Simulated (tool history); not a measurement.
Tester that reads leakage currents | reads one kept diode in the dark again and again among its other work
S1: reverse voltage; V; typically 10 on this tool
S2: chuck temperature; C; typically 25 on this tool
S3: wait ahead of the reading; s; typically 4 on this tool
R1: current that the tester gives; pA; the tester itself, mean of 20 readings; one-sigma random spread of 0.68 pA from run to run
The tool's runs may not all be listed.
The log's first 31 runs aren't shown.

Run 32, hour 4440.8: usual settings but S1 4.8 V, S2 28 C, S3 0.98 s. Result: R1 198 pA.
Run 33, hour 4632.6: usual settings but S1 10.3 V, S2 23 C, S3 7.16 s. Result: R1 175.95 pA.
Run 34, hour 4715.7: usual settings but S3 2.61 s. Result: R1 208.9 pA.
Run 35, hour 4800.4: usual settings but S3 2.61 s. Result: R1 207.15 pA.
Run 36, hour 4970.6: usual settings but S3 0.9 s. Result: R1 207.69 pA.
Run 37, hour 5144.1: usual settings but S1 1.2 V, S2 26 C, S3 0.95 s. Result: R1 80.96 pA.
Run 38, hour 5271.1: usual settings but S1 1.5 V, S2 28 C, S3 3.54 s. Result: R1 107.74 pA.
Run 39, hour 5391: usual settings but S1 6.2 V, S2 40 C. Result: R1 621.32 pA.
Run 40, hour 5590.7: usual settings but S3 0.63 s. Result: R1 202.09 pA.

Forecast each of these 3 alternatives for the next run:
Run A, hour 5697.5: usual settings but S2 34 C, S3 0.63 s. Result: R1 ?.
Run B, hour 5697.5: usual settings but S3 0.96 s. Result: R1 ?.
Run C, hour 5697.5: usual settings but S1 4 V, S3 1.38 s. Result: R1 ?.

run      R1
  A  456.52
  B  200.85
  C  128.08
Had the tool no hidden state, the same runs would have come out as:
run      R1
  A  519.99
  B  229.66
  C  146.93
